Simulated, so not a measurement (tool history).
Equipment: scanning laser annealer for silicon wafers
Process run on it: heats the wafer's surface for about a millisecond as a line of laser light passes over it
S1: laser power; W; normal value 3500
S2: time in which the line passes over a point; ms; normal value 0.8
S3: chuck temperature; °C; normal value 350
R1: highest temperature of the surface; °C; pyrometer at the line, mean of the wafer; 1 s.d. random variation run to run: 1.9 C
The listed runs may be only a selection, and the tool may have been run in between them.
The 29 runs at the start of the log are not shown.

run,day,S1,S2,S3,R1
30,15.096,3257,0.94,310,1094
31,15.696,3524,0.8,350,1162
32,16.379,3364,0.718,373,1105
33,16.775,3108,0.746,370,1040
34,17.433,3578,0.8,330,1153
35,17.912,3500,0.562,350,1041
36,18.246,3109,0.667,323,963
37,18.562,3500,0.8,334,1138
38,19.133,3500,0.902,350,1193
39,19.717,3500,0.902,350,1194
40,20.046,3434,0.846,350,1154

4 ways to go on from here, each from the tool as it stands after run 40. What would each give?
A,20.362,3434,0.911,368,?
B,20.362,3726,0.6,347,?
C,20.362,3434,0.935,366,?
D,20.362,3121,0.964,342,?

run,R1
A,1192
B,1114
C,1204
D,1091
The same runs, with their run-to-run variation unchanged, on a tool lacking any hidden condition would have given:
run,R1
A,1224
B,1143
C,1236
D,1120
